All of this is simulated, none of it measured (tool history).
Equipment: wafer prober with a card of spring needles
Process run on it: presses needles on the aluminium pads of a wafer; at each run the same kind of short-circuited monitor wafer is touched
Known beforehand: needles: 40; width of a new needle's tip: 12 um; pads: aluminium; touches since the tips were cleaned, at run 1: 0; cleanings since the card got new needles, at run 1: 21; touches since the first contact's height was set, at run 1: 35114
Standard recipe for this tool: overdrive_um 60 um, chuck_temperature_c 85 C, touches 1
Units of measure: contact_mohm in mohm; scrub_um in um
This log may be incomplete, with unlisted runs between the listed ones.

run	hour	overdrive_um	chuck_temperature_c	touches	touches since the tips were cleaned	cleanings since the card got new needles	touches since the first contact's height was set	contact_mohm	scrub_um
1	0	60	85	1	0	21	35114	299	10.215
2	20.3	60	78	1	6135	21	41249	374	10.197
# hour 27.9: tips cleaned on abrasive film
3	35.6	64	85	1	2343	22	45850	336	10.872
# hour 55.2: tips cleaned on abrasive film
4	64.6	64	85	1	2836	23	54566	338	10.87
# hour 84.3: tips cleaned on abrasive film
5	85.1	64	85	1	230	24	60743	300	10.849
6	104.8	60	85	1	6200	24	66713	386	10.161
# hour 114.4: tips cleaned on abrasive film
7	127.2	57	85	1	3885	25	73451	368	9.648
# hour 142.5: tips cleaned on abrasive film
# hour 145.1: height of the first contact set anew
8	145.5	43	85	1	836	26	125	333	7.343
# hour 170: tips cleaned on abrasive film
9	170	43	39	1	0	27	7490	292	7.339
10	196.3	52	42	2	7954	27	15444	365	8.872
# hour 198.8: tips cleaned on abrasive film
# hour 225.9: tips cleaned on abrasive film
11	225.9	76	58	1	0	29	24322	274	12.935
# hour 253.9: tips cleaned on abrasive film
12	255.6	47	42	1	524	30	33283	300	7.993

What does the tool deliver on the next run?
# hour 281.4: tips cleaned on abrasive film
13	284.9	53	66	2	1048	31	42090	?	?

contact_mohm: 309 mohm
scrub_um: 8.991 um
Had the tool carried no hidden state, the very same run would have given contact_mohm 279 mohm, scrub_um 9.043 um.
